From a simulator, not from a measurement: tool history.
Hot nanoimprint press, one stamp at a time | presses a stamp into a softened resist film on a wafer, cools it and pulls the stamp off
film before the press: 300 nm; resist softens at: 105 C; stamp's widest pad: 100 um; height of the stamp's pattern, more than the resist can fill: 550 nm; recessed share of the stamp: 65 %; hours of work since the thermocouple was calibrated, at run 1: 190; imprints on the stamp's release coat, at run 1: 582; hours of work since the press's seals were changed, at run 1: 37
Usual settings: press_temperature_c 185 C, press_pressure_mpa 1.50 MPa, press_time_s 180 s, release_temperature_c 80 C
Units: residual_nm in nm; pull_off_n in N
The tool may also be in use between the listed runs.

run,hour,press_temperature_c,press_pressure_mpa,press_time_s,release_temperature_c,hours of work since the thermocouple was calibrated,imprints on the stamp's release coat,hours of work since the press's seals were changed,residual_nm,pull_off_n
1,0.0,185,1.50,180,80,190,582,37,133.5,107
2,11.8,185,1.50,180,80,196,619,43,135.1,106
3,22.5,185,1.50,180,80,202,653,49,132.6,107
4,35.8,185,1.50,180,80,208,696,56,134.0,110
5,54.7,185,1.50,180,80,218,756,65,134.7,111
6,69.0,185,1.50,180,80,225,801,73,134.2,112
7,84.0,185,1.50,180,80,233,849,80,136.2,113
8,97.5,185,1.50,226,80,240,892,87,123.6,115
9,114.1,185,1.22,180,80,248,945,96,150.3,109
10,128.8,185,1.50,180,80,256,991,103,135.8,117
11,137.8,185,1.50,180,80,260,1020,108,136.3,116
12,146.6,185,1.50,180,80,265,1048,112,135.3,118
13,158.6,185,1.50,95,80,271,1086,118,166.5,119
14,176.5,185,1.50,95,80,280,1143,127,166.9,119
15,193.8,185,1.50,180,80,289,1198,136,136.0,123
# hour 197.7: plate thermocouple calibrated
16,211.3,185,1.50,180,75,7,1244,144,132.6,137
17,229.7,185,1.72,180,80,16,1303,153,125.6,123
18,250.0,185,1.72,180,80,27,1368,163,124.4,128
19,269.2,185,1.27,145,80,36,1429,173,157.0,130
20,278.0,181,1.92,242,80,41,1457,177,124.7,125
21,286.6,190,1.22,262,86,45,1484,182,110.9,110
22,296.5,190,1.52,262,86,50,1516,187,98.4,111
23,306.2,190,1.52,262,86,55,1546,192,98.3,110
24,317.1,190,1.52,119,81,61,1581,197,129.8,127
25,331.2,190,1.52,119,81,68,1626,205,130.2,128
26,343.0,176,1.52,119,81,74,1664,211,205.8,126
27,355.1,176,1.52,119,81,80,1702,217,207.3,132
28,367.6,176,1.52,119,81,86,1742,223,204.9,128
29,378.9,176,1.52,119,81,92,1778,229,206.1,129
30,396.2,176,1.52,119,81,101,1833,238,207.0,138

Forecast each of these 4 alternatives for the next run:
A,407.8,192,1.50,180,80,107,1870,244,?,?
B,407.8,197,2.06,119,79,107,1870,244,?,?
C,407.8,195,1.32,190,81,107,1870,244,?,?
D,407.8,178,1.50,180,80,107,1870,244,?,?

run,residual_nm,pull_off_n
A,107.2,136
B,88.3,136
C,102.2,129
D,176.2,139
Without the tool's hidden state the same runs would have given:
run,residual_nm,pull_off_n
A,103.8,93
B,85.4,94
C,99.2,88
D,171.0,95
